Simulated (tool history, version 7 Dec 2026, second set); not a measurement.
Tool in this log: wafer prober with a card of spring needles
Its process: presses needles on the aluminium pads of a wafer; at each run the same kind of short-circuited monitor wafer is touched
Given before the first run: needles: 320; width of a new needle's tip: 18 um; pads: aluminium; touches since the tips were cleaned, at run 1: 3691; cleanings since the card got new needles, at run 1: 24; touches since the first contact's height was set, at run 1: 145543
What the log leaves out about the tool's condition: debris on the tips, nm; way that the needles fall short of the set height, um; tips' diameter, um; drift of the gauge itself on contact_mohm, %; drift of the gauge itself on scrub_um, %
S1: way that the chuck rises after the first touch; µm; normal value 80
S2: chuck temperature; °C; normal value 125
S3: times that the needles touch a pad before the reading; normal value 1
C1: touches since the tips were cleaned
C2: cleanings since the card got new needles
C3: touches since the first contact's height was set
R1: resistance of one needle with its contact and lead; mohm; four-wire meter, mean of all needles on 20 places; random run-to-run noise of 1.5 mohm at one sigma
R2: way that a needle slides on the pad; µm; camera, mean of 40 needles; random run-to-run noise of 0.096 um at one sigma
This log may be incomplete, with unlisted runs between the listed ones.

run 1 day=0 | S1=80 S2=125 S3=1 | C1=3691 C2=24 C3=145543 | R1=140 R2=20.73
-- day=0.125 tips cleaned on abrasive film
run 2 day=0.412 | S1=80 S2=125 S3=1 | C1=4375 C2=25 C3=151793 | R1=142 R2=20.59
-- day=0.5 tips cleaned on abrasive film
-- day=0.854 tips cleaned on abrasive film
run 3 day=0.854 | S1=80 S2=125 S3=1 | C1=0 C2=27 C3=158452 | R1=144 R2=20.82
-- day=1.204 tips cleaned on abrasive film
run 4 day=1.317 | S1=80 S2=125 S3=1 | C1=1744 C2=28 C3=165514 | R1=142 R2=20.33
-- day=1.575 tips cleaned on abrasive film
run 5 day=1.592 | S1=80 S2=125 S3=1 | C1=255 C2=29 C3=169710 | R1=141 R2=20.53
run 6 day=1.858 | S1=80 S2=84 S3=1 | C1=4351 C2=29 C3=173806 | R1=135 R2=20.66
-- day=1.925 tips cleaned on abrasive film
run 7 day=2.117 | S1=80 S2=125 S3=1 | C1=2943 C2=30 C3=177706 | R1=141 R2=20.42
-- day=2.3 tips cleaned on abrasive film
run 8 day=2.412 | S1=81 S2=125 S3=1 | C1=1673 C2=31 C3=182152 | R1=141 R2=20.71
-- day=2.65 tips cleaned on abrasive film
run 9 day=2.654 | S1=81 S2=125 S3=1 | C1=88 C2=32 C3=185823 | R1=139 R2=20.83
run 10 day=2.904 | S1=81 S2=125 S3=1 | C1=3912 C2=32 C3=189647 | R1=140 R2=20.78
-- day=3.029 tips cleaned on abrasive film
run 11 day=3.212 | S1=80 S2=125 S3=1 | C1=2812 C2=33 C3=194351 | R1=142 R2=20.57
-- day=3.383 tips cleaned on abrasive film
run 12 day=3.7 | S1=80 S2=125 S3=2 | C1=4870 C2=34 C3=201752 | R1=141 R2=20.42
-- day=3.742 tips cleaned on abrasive film
-- day=3.95 height of the first contact set anew
run 13 day=3.983 | S1=80 S2=125 S3=2 | C1=3527 C2=35 C3=526 | R1=138 R2=20.3
-- day=4.1 tips cleaned on abrasive film
-- day=4.479 tips cleaned on abrasive film
run 14 day=4.479 | S1=80 S2=125 S3=1 | C1=0 C2=37 C3=7970 | R1=141 R2=20.27
run 15 day=4.742 | S1=80 S2=125 S3=1 | C1=4056 C2=37 C3=12026 | R1=144 R2=20.42
-- day=4.858 tips cleaned on abrasive film
run 16 day=5.15 | S1=80 S2=125 S3=1 | C1=4426 C2=38 C3=18209 | R1=140 R2=20.38
-- day=5.25 tips cleaned on abrasive film
run 17 day=5.383 | S1=68 S2=125 S3=3 | C1=2055 C2=39 C3=21761 | R1=150 R2=17.3
-- day=5.608 tips cleaned on abrasive film
run 18 day=5.629 | S1=68 S2=125 S3=3 | C1=357 C2=40 C3=25491 | R1=150 R2=17.33
-- day=5.988 tips cleaned on abrasive film
run 19 day=6.083 | S1=72 S2=113 S3=3 | C1=1459 C2=41 C3=32389 | R1=142 R2=18.23
-- day=6.342 tips cleaned on abrasive film
run 20 day=6.421 | S1=60 S2=113 S3=3 | C1=1173 C2=42 C3=37495 | R1=152 R2=15.15
run 21 day=6.671 | S1=60 S2=113 S3=3 | C1=5006 C2=42 C3=41328 | R1=153 R2=15.15
-- day=6.696 tips cleaned on abrasive film
run 22 day=7.021 | S1=73 S2=99 S3=2 | C1=4950 C2=43 C3=46653 | R1=140 R2=18.46
-- day=7.062 tips cleaned on abrasive film
-- day=7.425 tips cleaned on abrasive film
run 23 day=7.492 | S1=73 S2=99 S3=2 | C1=1000 C2=45 C3=53789 | R1=140 R2=18.57
-- day=7.8 tips cleaned on abrasive film
run 24 day=7.896 | S1=62 S2=99 S3=2 | C1=1465 C2=46 C3=59912 | R1=145 R2=15.66
-- day=8.171 tips cleaned on abrasive film
run 25 day=8.267 | S1=80 S2=125 S3=2 | C1=1515 C2=47 C3=65588 | R1=140 R2=20.17
-- day=8.525 gauge calibrated
-- day=8.529 tips cleaned on abrasive film
run 26 day=8.746 | S1=80 S2=125 S3=2 | C1=3319 C2=48 C3=72877 | R1=141 R2=20.86
-- day=8.904 tips cleaned on abrasive film
run 27 day=9.083 | S1=80 S2=38 S3=2 | C1=2763 C2=49 C3=78005 | R1=126 R2=20.75

Consider 5 possible next runs. They are alternatives, not a sequence: every one starts from the tool as it was left by run 27. What does each give?
-- day=9.279 tips cleaned on abrasive film
run A day=9.404 | S1=96 S2=125 S3=1 | C1=1902 C2=50 C3=82870 | R1=? R2=?
-- day=9.279 tips cleaned on abrasive film
run B day=9.404 | S1=81 S2=125 S3=3 | C1=1902 C2=50 C3=82870 | R1=? R2=?
-- day=9.279 tips cleaned on abrasive film
run C day=9.404 | S1=80 S2=90 S3=2 | C1=1902 C2=50 C3=82870 | R1=? R2=?
-- day=9.279 tips cleaned on abrasive film
run D day=9.404 | S1=72 S2=125 S3=1 | C1=1902 C2=50 C3=82870 | R1=? R2=?
-- day=9.279 tips cleaned on abrasive film
run E day=9.404 | S1=61 S2=38 S3=2 | C1=1902 C2=50 C3=82870 | R1=? R2=?

run=A R1=134 R2=24.72
run=B R1=142 R2=20.88
run=C R1=135 R2=20.8
run=D R1=145 R2=18.59
run=E R1=136 R2=15.68
With the hidden condition removed and each run's random variation left untouched, the same runs would have given:
run=A R1=134 R2=24.79
run=B R1=142 R2=20.94
run=C R1=134 R2=20.86
run=D R1=144 R2=18.65
run=E R1=136 R2=15.72

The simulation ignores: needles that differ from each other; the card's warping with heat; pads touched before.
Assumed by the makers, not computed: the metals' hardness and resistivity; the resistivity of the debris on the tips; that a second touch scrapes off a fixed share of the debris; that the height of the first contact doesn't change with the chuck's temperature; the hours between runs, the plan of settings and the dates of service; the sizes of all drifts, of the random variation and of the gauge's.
